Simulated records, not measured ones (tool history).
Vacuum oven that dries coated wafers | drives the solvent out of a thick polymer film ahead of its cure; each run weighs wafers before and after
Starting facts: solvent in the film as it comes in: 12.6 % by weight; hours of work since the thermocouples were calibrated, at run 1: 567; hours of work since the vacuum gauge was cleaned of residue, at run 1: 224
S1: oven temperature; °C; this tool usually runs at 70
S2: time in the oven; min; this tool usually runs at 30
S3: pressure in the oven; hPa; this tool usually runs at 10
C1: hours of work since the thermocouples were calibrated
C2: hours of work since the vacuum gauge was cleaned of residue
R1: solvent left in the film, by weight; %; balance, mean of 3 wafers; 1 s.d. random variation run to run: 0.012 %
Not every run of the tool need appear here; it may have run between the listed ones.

run	hour	S1	S2	S3	C1	C2	R1
1	0	70	30	10	567	224	2.2
2	14.7	70	30	10	575	232	2.18
3	23.1	70	30	10	580	237	2.2
4	30.6	70	30	10	584	241	2.2
5	39.9	70	30	10	589	246	2.17
6	50.8	70	30	10	594	252	2.18
7	62.5	70	30	10	601	258	2.17
8	75.8	70	30	6.1	608	265	1.98
9	90.7	70	30	6.1	616	273	1.97
10	104.8	70	50	6.1	623	281	0.88
11	116.5	70	50	6.1	630	287	0.87
12	123.4	70	50	6.1	633	290	0.87
13	129.6	71	30	10	637	294	2.05
14	142.6	71	30	10	644	301	2.03
# hour 145: vacuum gauge cleaned of residue and calibrated
15	153.6	70	30	37	649	5	3.68
16	164.3	62	34	6.5	654	10	2.85
17	175.3	61	28	6.5	660	16	3.69
18	182.2	75	41	23.1	664	20	1.62
# hour 184.9: vacuum gauge cleaned of residue and calibrated, once more
19	191.7	75	41	23.1	668	4	1.58
20	206.1	65	28	10	676	11	3.18
21	215.9	73	28	10	681	17	1.91
22	230.7	60	25	13	689	25	4.66
23	240.7	60	25	13	694	30	4.65

Forecast run 24:
24	251.4	82	17	30.7	700	36	?

{"run 24": {"R1": 2.86}}
With no hidden state in the tool, this same run would have given R1 3.03 %.
